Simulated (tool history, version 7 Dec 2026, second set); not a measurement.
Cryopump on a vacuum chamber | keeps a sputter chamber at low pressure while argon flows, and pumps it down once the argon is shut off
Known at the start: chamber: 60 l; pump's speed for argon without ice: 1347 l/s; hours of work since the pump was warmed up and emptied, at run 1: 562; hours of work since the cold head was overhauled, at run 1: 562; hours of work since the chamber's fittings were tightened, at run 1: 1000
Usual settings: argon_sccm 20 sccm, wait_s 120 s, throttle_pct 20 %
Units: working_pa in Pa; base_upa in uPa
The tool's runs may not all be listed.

run   hour  argon_sccm  wait_s  throttle_pct  hours of work since the pump was warmed up and emptied  hours of work since the cold head was overhauled  hours of work since the chamber's fittings were tightened  working_pa  base_upa
  1      0          20     120            20                                                     562                                               562                                                       1000      0.1278      1.35
  2   70.9          20     120            20                                                     603                                               603                                                       1041       0.128      1.39
  3    104          20     120            20                                                     623                                               623                                                       1061      0.1283      1.43
  4  153.4          20     120            20                                                     652                                               652                                                       1090      0.1274       1.5
  5  187.1          20     120            20                                                     671                                               671                                                       1109       0.128      1.49
  6    224          26     120            20                                                     693                                               693                                                       1131      0.1676      1.53
  7  260.2          26     120            20                                                     714                                               714                                                       1152      0.1669      1.48
  8  315.5          26     120            20                                                     747                                               747                                                       1185      0.1681      1.52
  9  387.6          26     120            20                                                     789                                               789                                                       1227      0.1669      1.63
 10  447.5          26     120            20                                                     824                                               824                                                       1262      0.1665       1.6
 11  513.4          18      62            59                                                     862                                               862                                                       1300      0.0414      2.04
 12  549.7          18      62            59                                                     884                                               884                                                       1322      0.0413      2.08
 13  588.2          16      23            33                                                     906                                               906                                                       1344      0.0634      3.29

4 ways to go on from here, each from the tool as it stands after run 13. What would each give?
  A  651.3           9     123            33                                                     943                                               943                                                       1381           ?         ?
  B  651.3          31     120            27                                                     943                                               943                                                       1381           ?         ?
  C  651.3          40      79            59                                                     943                                               943                                                       1381           ?         ?
  D  651.3          15     128            32                                                     943                                               943                                                       1381           ?         ?

run  working_pa  base_upa
  A      0.0371      1.68
  B      0.1511      1.75
  C      0.0923      1.95
  D      0.0619      1.74
Without the tool's hidden state the same runs would have given:
run  working_pa  base_upa
  A      0.0354      0.55
  B      0.1451      0.58
  C      0.0847      0.77
  D       0.059      0.58

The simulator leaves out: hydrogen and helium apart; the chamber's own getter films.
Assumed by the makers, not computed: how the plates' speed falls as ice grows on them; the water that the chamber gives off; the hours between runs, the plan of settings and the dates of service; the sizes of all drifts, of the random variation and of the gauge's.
